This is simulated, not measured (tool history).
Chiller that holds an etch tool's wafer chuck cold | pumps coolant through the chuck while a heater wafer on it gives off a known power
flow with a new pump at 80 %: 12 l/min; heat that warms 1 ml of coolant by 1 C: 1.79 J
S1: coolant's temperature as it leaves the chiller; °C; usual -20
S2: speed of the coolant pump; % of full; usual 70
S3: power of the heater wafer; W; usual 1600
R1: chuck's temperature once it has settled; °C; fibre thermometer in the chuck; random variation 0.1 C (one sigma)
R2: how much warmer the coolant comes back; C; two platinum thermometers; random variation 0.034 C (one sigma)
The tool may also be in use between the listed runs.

run	day	S1	S2	S3	R1	R2
1	0.000	-20	70	1600	-9.1	5.17
2	1.033	-13	70	1600	-2.2	5.08
3	2.704	-20	83	1600	-10.3	4.28
4	3.842	-20	93	1600	-11.1	3.81
5	4.975	-16	70	1600	-5.2	5.12
6	6.629	-16	70	1600	-4.9	5.07
7	7.692	-25	70	1600	-14.1	5.04
8	8.971	-25	70	1158	-17.1	3.67
9	9.817	-25	70	1158	-17.1	3.62
10	11.150	-25	70	1158	-16.9	3.65
11	12.775	-25	70	1158	-17.2	3.62
12	14.096	-25	70	1158	-17.3	3.61
13	15.646	-25	70	1158	-17.1	3.56
14	17.075	-25	70	1158	-17.1	3.52
15	18.812	-29	70	1600	-17.8	5.00
16	20.475	-29	70	1600	-18.1	4.95
17	21.546	-13	69	1441	-3.0	4.50
18	22.329	-13	69	1441	-3.1	4.43
19	23.533	-13	69	1441	-2.9	4.47
# day 24.517: coolant changed, channels flushed
20	25.238	-11	72	1600	-0.2	4.84
21	26.450	-16	61	2096	-0.4	7.52
22	27.496	-16	61	2096	-0.4	7.53
23	28.200	-13	62	1499	-2.0	5.25
24	28.975	-13	62	1499	-1.9	5.23
25	30.092	-23	86	1195	-16.0	2.81
26	31.138	-23	86	1195	-15.9	2.84
27	32.296	-23	86	1195	-15.9	2.80
28	33.033	-23	86	1195	-16.1	2.84
29	34.483	-21	85	934	-15.4	2.18
30	35.788	-21	85	934	-15.4	2.13
31	37.417	-21	85	934	-15.4	2.15
32	38.958	-20	70	1945	-6.6	5.91

Forecast each of these 4 alternatives for the next run:
A	40.425	-20	70	2225	?	?
B	40.425	-22	66	1998	?	?
C	40.425	-20	70	1702	?	?
D	40.425	-13	62	2297	?	?

run	R1	R2
A	-5.1	6.84
B	-7.8	6.55
C	-8.6	5.08
D	3.9	8.04
Without the tool's hidden state the same runs would have given:
run	R1	R2
A	-5.1	7.17
B	-7.8	6.88
C	-8.6	5.41
D	3.8	8.37

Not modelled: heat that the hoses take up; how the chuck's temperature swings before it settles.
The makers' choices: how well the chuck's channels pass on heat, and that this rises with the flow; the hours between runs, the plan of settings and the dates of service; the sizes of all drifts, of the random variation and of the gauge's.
